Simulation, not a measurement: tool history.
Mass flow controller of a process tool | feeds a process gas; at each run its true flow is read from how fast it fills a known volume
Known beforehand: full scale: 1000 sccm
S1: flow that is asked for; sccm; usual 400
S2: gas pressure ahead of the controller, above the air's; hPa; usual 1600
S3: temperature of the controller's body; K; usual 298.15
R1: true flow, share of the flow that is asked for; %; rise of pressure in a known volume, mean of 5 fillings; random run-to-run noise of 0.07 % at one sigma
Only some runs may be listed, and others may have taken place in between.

run    hour   S1    S2      S3      R1
  1       0  400  1600  298.15  101.08
  2   388.6  400  1600  298.15  101.22
  3   833.1  400  1600  312.15   102.5
  4  1134.1  400  1600  312.15  102.76
  5  1462.6  400  1600  312.15  102.78
  6  1857.4  400  1600  312.15   102.9
  7  2197.9  400  1600  298.15  101.78
  8  2565.6  400  1600  298.15  101.71
  9  2814.9  400  1600  298.15  101.75
 10  3253.6  400  1600  298.15  101.79
 11  3609.4  400  1600  298.15  101.89
 12    3909  400  1600  298.15  102.13
 13  4254.9  400  1600  298.15  102.06
 14  4800.9  506  1600  294.15  101.69
 15  5070.2  506  1600  294.15  101.71
 16    5526  231  1780  301.15  103.82
 17  5961.6  400  1600  299.15  102.66
     5992.8  -- controller's zero set anew
 18  6320.3  130  1860  294.15  109.72

Predict the results of run 19:
 19  6748  130  1860  294.15   ?

R1: 109.92 %
On a tool with no hidden condition, and with the same random variation, this run would have come out at R1 98.49 %.
